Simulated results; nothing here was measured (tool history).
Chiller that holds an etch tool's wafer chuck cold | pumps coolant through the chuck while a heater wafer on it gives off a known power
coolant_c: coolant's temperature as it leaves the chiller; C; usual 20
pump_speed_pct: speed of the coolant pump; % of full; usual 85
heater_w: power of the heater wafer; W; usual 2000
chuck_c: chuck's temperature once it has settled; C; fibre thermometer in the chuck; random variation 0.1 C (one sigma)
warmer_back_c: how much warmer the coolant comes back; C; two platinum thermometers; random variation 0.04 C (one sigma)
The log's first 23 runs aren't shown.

| run | day | coolant_c | pump_speed_pct | heater_w | hours since the coolant was changed and the channels were flushed | hours since the pump was overhauled | hours since the chiller's thermometer was calibrated | chuck_c | warmer_back_c |
|---|---|---|---|---|---|---|---|---|---|
|  | 32.350 | gauge calibrated |
| 24 | 32.367 | 20 | 60 | 1560 | 3142 | 2494 | 1217 | 35.9 | 9.95 |
| 25 | 33.825 | 20 | 60 | 1560 | 3177 | 2529 | 1252 | 36.2 | 9.83 |
| 26 | 35.483 | 21 | 78 | 2005 | 3216 | 2569 | 1292 | 37.0 | 9.45 |
| 27 | 37.229 | 26 | 60 | 2134 | 3258 | 2611 | 1333 | 48.2 | 13.47 |
| 28 | 38.142 | 15 | 60 | 2134 | 3280 | 2633 | 1355 | 37.1 | 13.51 |
| 29 | 39.833 | 25 | 83 | 2001 | 3321 | 2674 | 1396 | 40.2 | 8.83 |
| 30 | 41.342 | 13 | 75 | 2191 | 3357 | 2710 | 1432 | 31.2 | 10.87 |
| 31 | 43.417 | 20 | 95 | 1169 | 3407 | 2760 | 1482 | 27.8 | 4.37 |

Forecast each of these 4 alternatives for the next run:
| A | 45.458 | 20 | 96 | 1169 | 3456 | 2809 | 1531 | ? | ? |
| B | 45.458 | 12 | 88 | 2726 | 3456 | 2809 | 1531 | ? | ? |
| C | 45.458 | 28 | 80 | 2960 | 3456 | 2809 | 1531 | ? | ? |
| D | 45.458 | 11 | 85 | 1224 | 3456 | 2809 | 1531 | ? | ? |

| run | chuck_c | warmer_back_c |
|---|---|---|
| A | 27.5 | 4.24 |
| B | 31.4 | 11.22 |
| C | 51.2 | 13.40 |
| D | 20.0 | 5.18 |
Without the tool's hidden state the same runs would have given:
| run | chuck_c | warmer_back_c |
|---|---|---|
| A | 27.5 | 4.38 |
| B | 31.4 | 11.35 |
| C | 51.1 | 13.54 |
| D | 20.0 | 5.32 |

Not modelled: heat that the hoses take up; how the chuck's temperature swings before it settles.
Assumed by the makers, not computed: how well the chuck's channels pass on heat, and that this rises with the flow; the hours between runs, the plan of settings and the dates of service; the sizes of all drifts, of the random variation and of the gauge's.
